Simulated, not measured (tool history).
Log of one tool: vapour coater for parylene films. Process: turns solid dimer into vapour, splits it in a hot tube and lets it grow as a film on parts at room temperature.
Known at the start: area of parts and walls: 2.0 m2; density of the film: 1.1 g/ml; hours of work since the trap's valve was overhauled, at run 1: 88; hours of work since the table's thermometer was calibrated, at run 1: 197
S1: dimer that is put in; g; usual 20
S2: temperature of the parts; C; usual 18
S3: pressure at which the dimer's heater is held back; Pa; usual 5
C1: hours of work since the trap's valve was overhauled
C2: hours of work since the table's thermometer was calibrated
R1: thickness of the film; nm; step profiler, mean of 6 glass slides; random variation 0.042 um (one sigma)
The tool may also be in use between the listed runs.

run,day,S1,S2,S3,C1,C2,R1
1,0,20,18,5,88,197,4510
2,0.817,20,18,7,103,213,4430
3,1.633,20,18,5,119,228,4510
4,2.346,20,18,5,132,242,4530
5,3.625,20,18,5,157,266,4450
6,4.95,20,18,5,182,291,4390
7,5.979,20,18,5,202,311,4480
8,7.458,20,18,5,230,339,4460
9,8.754,20,18,5,254,364,4350
10,10.162,20,18,5,281,391,4350
11,11.638,20,14,5,309,419,4720
12,13.233,20,18,5,340,449,4330
13,14.083,20,18,5,356,465,4340
14,15.212,20,18,5,377,487,4250
15,16.025,20,18,5,393,502,4280
16,16.862,20,18,5,409,518,4240
17,17.758,20,18,2.92,426,535,4370
# day 18.821: trap's valve overhauled
18,19.438,20,18,2.53,12,564,4800
19,20.138,20,18,5,25,578,4610
20,21.375,20,18,5,49,601,4630
21,22.579,20,18,5,72,624,4610
22,23.888,20,18,5,97,649,4510
23,25.208,20,18,5,122,674,4440
24,26.754,20,26,4.66,151,704,3730
25,27.592,20,26,4.66,167,719,3820
26,28.917,8,18,4.94,192,745,1790
27,30.179,8,18,4.94,216,769,1770
28,30.983,20,18,5.65,232,784,4370
29,32.388,24,12,2.27,258,811,6280
30,33.325,24,11,3.2,276,829,6160
31,34.162,23,29,7.97,292,845,3850
32,34.9,23,26,9.76,306,859,4030
33,36.325,23,26,9.76,333,886,4020
34,37.954,25,13,7.33,365,917,5650
35,39.125,23,18,9.05,387,939,4660
36,39.9,13,18,10.62,402,954,2580
37,40.721,11,13,5,417,970,2580
38,41.5,20,18,2.81,432,984,4350
# day 42.288: trap's valve overhauled
39,43.204,22,18,5,17,1014,5070
40,44.304,22,18,5,38,1035,4980
41,45.658,22,18,5,64,1060,4990
42,47.188,13,18,7.91,93,1090,2760
43,48.075,17,11,5,110,1107,4390
44,49.1,21,13,3.17,130,1126,5500
45,50.188,16,13,3.17,151,1147,4100
46,51.138,16,13,3.17,169,1165,4060

Forecast each of these 4 alternatives for the next run:
A,52.012,22,13,3.17,185,1182,?
B,52.012,12,13,6.84,185,1182,?
C,52.012,31,13,8.7,185,1182,?
D,52.012,25,13,2.12,185,1182,?

run,R1
A,5450
B,2840
C,7200
D,6530
Without the tool's hidden state the same runs would have given:
run,R1
A,5760
B,3000
C,7620
D,6900

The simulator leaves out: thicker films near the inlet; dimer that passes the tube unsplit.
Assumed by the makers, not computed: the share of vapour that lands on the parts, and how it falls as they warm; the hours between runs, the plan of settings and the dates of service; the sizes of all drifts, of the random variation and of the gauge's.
